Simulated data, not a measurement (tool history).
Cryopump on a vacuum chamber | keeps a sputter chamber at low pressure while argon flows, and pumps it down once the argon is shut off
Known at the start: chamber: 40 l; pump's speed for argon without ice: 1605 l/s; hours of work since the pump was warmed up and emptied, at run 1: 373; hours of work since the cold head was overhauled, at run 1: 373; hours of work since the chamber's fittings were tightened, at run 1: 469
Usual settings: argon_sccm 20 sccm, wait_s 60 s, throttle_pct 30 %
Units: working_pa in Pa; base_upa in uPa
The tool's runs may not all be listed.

run	hour	argon_sccm	wait_s	throttle_pct	hours of work since the pump was warmed up and emptied	hours of work since the cold head was overhauled	hours of work since the chamber's fittings were tightened	working_pa	base_upa
1	0	20	60	30	373	373	469	0.0729	1.43
2	100.1	20	60	30	432	432	527	0.0712	1.49
3	170.8	20	60	30	473	473	569	0.0724	1.44
4	256.7	20	65	30	523	523	619	0.0722	1.44
5	377.1	20	60	30	593	593	689	0.0736	1.65
6	469.8	20	60	30	648	648	743	0.0727	1.64
7	564.3	20	60	30	703	703	798	0.0737	1.69
8	641.6	20	60	30	748	748	844	0.0736	1.77
9	723	20	60	30	795	795	891	0.0752	1.75
10	773	20	60	30	825	825	920	0.0749	1.79
11	832.2	20	34	30	859	859	955	0.0745	2.46
12	952.6	20	54	30	929	929	1025	0.0756	2.08
13	1008.3	20	24	30	962	962	1058	0.0751	3.33
14	1120.1	23	60	30	1027	1027	1123	0.0871	2
15	1215.4	23	60	30	1083	1083	1179	0.0876	2.04
16	1292	23	60	30	1128	1128	1223	0.0876	2.07
# hour 1336.5: pump warmed up, emptied and cooled again
17	1372.9	23	60	30	21	1172	1268	0.0817	1.87
18	1431.3	18	60	24	55	1206	1302	0.0787	1.86
19	1546.7	18	281	24	123	1274	1369	0.0796	1.22
20	1640.7	14	242	24	178	1328	1424	0.063	1.35
21	1704.7	11	242	24	215	1366	1462	0.0485	1.36
22	1818.2	19	26	37	281	1432	1528	0.0561	3.17
23	1935.4	14	60	52	350	1501	1596	0.0289	2.18
24	2009.8	14	60	52	393	1544	1640	0.0297	2.2
25	2113.8	23	121	37	454	1605	1701	0.0685	1.78
26	2233	21	121	37	524	1674	1770	0.0632	1.88
27	2352.2	30	22	19	593	1744	1840	0.1707	4.02
28	2445.8	30	22	19	648	1799	1894	0.1715	4.03
29	2553.6	30	22	19	711	1862	1957	0.1723	4.1
30	2609.7	20	39	25	744	1894	1990	0.0882	3.08
31	2726.9	29	60	19	812	1963	2059	0.167	2.63
32	2779.4	29	23	29	843	1993	2089	0.1117	4.01
# hour 2897.7: leaking fittings of the chamber tightened, without venting
33	2902.1	29	23	29	913	2064	3	0.1131	2.62
34	2977.9	31	60	30	957	2108	47	0.1176	1.19

Forecast each of these 4 alternatives for the next run:
A	3071.9	22	60	26	1012	2163	102	?	?
B	3071.9	20	70	53	1012	2163	102	?	?
C	3071.9	20	81	33	1012	2163	102	?	?
D	3071.9	11	60	30	1012	2163	102	?	?

run	working_pa	base_upa
A	0.096	1.2
B	0.047	1.12
C	0.0702	1.03
D	0.0424	1.21
Without the tool's hidden state the same runs would have given:
run	working_pa	base_upa
A	0.0894	1.06
B	0.041	0.98
C	0.0642	0.89
D	0.0391	1.08
